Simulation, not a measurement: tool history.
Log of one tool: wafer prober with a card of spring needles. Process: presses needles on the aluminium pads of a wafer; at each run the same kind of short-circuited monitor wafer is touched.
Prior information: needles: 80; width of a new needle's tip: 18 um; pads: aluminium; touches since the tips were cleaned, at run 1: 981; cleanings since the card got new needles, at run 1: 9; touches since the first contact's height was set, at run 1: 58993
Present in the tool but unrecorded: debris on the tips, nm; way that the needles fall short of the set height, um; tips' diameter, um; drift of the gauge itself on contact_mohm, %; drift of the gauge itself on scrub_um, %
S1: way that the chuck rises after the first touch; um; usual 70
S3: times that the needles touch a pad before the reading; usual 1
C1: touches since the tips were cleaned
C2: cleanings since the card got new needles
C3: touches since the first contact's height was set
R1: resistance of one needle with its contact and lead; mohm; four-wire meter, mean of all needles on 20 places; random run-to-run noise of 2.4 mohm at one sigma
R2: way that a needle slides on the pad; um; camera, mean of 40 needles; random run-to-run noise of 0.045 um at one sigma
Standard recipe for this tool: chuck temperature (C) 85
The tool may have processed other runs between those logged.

run 1 hour=0.0 | S1=70 chuck_temperature_(C)=85 S3=1 | C1=981 C2=9 C3=58993 | R1=292 R2=17.98
run 2 hour=9.0 | S1=84 chuck_temperature_(C)=85 S3=1 | C1=5042 C2=9 C3=63054 | R1=299 R2=21.62
-- hour=11.1 tips cleaned on abrasive film
run 3 hour=17.4 | S1=84 chuck_temperature_(C)=26 S3=1 | C1=2863 C2=10 C3=66841 | R1=281 R2=21.61
-- hour=24.3 tips cleaned on abrasive film
run 4 hour=27.8 | S1=84 chuck_temperature_(C)=53 S3=1 | C1=1564 C2=11 C3=71496 | R1=280 R2=21.49
-- hour=37.3 tips cleaned on abrasive film
run 5 hour=38.3 | S1=84 chuck_temperature_(C)=53 S3=1 | C1=477 C2=12 C3=76215 | R1=269 R2=21.49
run 6 hour=44.8 | S1=70 chuck_temperature_(C)=85 S3=1 | C1=3435 C2=12 C3=79173 | R1=304 R2=17.93
-- hour=50.4 tips cleaned on abrasive film
run 7 hour=55.8 | S1=70 chuck_temperature_(C)=85 S3=1 | C1=2449 C2=13 C3=84099 | R1=301 R2=17.86
-- hour=63.2 tips cleaned on abrasive film
run 8 hour=64.1 | S1=70 chuck_temperature_(C)=85 S3=1 | C1=421 C2=14 C3=87794 | R1=288 R2=17.78
run 9 hour=70.4 | S1=70 chuck_temperature_(C)=85 S3=1 | C1=3305 C2=14 C3=90678 | R1=306 R2=17.83
-- hour=76.1 tips cleaned on abrasive film
run 10 hour=77.2 | S1=70 chuck_temperature_(C)=85 S3=2 | C1=506 C2=15 C3=93680 | R1=279 R2=17.84
run 11 hour=83.2 | S1=70 chuck_temperature_(C)=85 S3=1 | C1=3223 C2=15 C3=96397 | R1=306 R2=17.81
-- hour=89.0 tips cleaned on abrasive film
run 12 hour=91.4 | S1=70 chuck_temperature_(C)=85 S3=1 | C1=1105 C2=16 C3=100101 | R1=287 R2=17.81
run 13 hour=96.8 | S1=70 chuck_temperature_(C)=123 S3=1 | C1=3541 C2=16 C3=102537 | R1=319 R2=17.73
-- hour=102.2 tips cleaned on abrasive film
run 14 hour=102.7 | S1=70 chuck_temperature_(C)=123 S3=1 | C1=228 C2=17 C3=105139 | R1=293 R2=17.76
run 15 hour=111.5 | S1=70 chuck_temperature_(C)=85 S3=2 | C1=4217 C2=17 C3=109128 | R1=289 R2=17.75
-- hour=114.9 tips cleaned on abrasive film
run 16 hour=122.1 | S1=76 chuck_temperature_(C)=69 S3=2 | C1=3257 C2=18 C3=113879 | R1=284 R2=19.26
-- hour=128.5 tips cleaned on abrasive film
run 17 hour=132.1 | S1=77 chuck_temperature_(C)=85 S3=2 | C1=1643 C2=19 C3=118374 | R1=287 R2=19.51
run 18 hour=137.6 | S1=76 chuck_temperature_(C)=50 S3=2 | C1=4150 C2=19 C3=120881 | R1=287 R2=19.27
-- hour=141.5 tips cleaned on abrasive film
run 19 hour=147.2 | S1=53 chuck_temperature_(C)=109 S3=2 | C1=2587 C2=20 C3=125175 | R1=313 R2=13.23
run 20 hour=153.3 | S1=70 chuck_temperature_(C)=95 S3=2 | C1=5350 C2=20 C3=127938 | R1=302 R2=17.72
-- hour=154.8 tips cleaned on abrasive film
run 21 hour=160.5 | S1=70 chuck_temperature_(C)=95 S3=2 | C1=2580 C2=21 C3=131158 | R1=296 R2=17.63
-- hour=167.5 tips cleaned on abrasive film
run 22 hour=167.5 | S1=70 chuck_temperature_(C)=85 S3=1 | C1=0 C2=22 C3=134284 | R1=281 R2=17.72
run 23 hour=172.9 | S1=70 chuck_temperature_(C)=85 S3=1 | C1=2459 C2=22 C3=136743 | R1=306 R2=17.61
run 24 hour=179.6 | S1=70 chuck_temperature_(C)=85 S3=1 | C1=5477 C2=22 C3=139761 | R1=312 R2=17.67
-- hour=180.3 tips cleaned on abrasive film
run 25 hour=191.1 | S1=70 chuck_temperature_(C)=85 S3=1 | C1=4885 C2=23 C3=144923 | R1=311 R2=17.65
-- hour=193.2 tips cleaned on abrasive film
run 26 hour=197.8 | S1=70 chuck_temperature_(C)=98 S3=2 | C1=2108 C2=24 C3=147915 | R1=294 R2=17.63
run 27 hour=203.1 | S1=70 chuck_temperature_(C)=98 S3=2 | C1=4504 C2=24 C3=150311 | R1=299 R2=17.57
-- hour=206.1 tips cleaned on abrasive film
run 28 hour=208.8 | S1=70 chuck_temperature_(C)=98 S3=2 | C1=1225 C2=25 C3=152851 | R1=293 R2=17.46

What if the next run were any one of these 4? Each begins from the tool's condition after run 28:
-- hour=218.7 tips cleaned on abrasive film
run A hour=219.4 | S1=70 chuck_temperature_(C)=71 S3=1 | C1=316 C2=26 C3=157623 | R1=? R2=?
-- hour=218.7 tips cleaned on abrasive film
run B hour=219.4 | S1=58 chuck_temperature_(C)=98 S3=1 | C1=316 C2=26 C3=157623 | R1=? R2=?
-- hour=218.7 tips cleaned on abrasive film
run C hour=219.4 | S1=70 chuck_temperature_(C)=85 S3=2 | C1=316 C2=26 C3=157623 | R1=? R2=?
-- hour=218.7 tips cleaned on abrasive film
run D hour=219.4 | S1=70 chuck_temperature_(C)=65 S3=1 | C1=316 C2=26 C3=157623 | R1=? R2=?

run=A R1=280 R2=17.49
run=B R1=291 R2=14.41
run=C R1=281 R2=17.52
run=D R1=279 R2=17.52
With no hidden state in the tool, these same runs would have given:
run=A R1=271 R2=18.20
run=B R1=279 R2=15.12
run=C R1=275 R2=18.24
run=D R1=269 R2=18.23
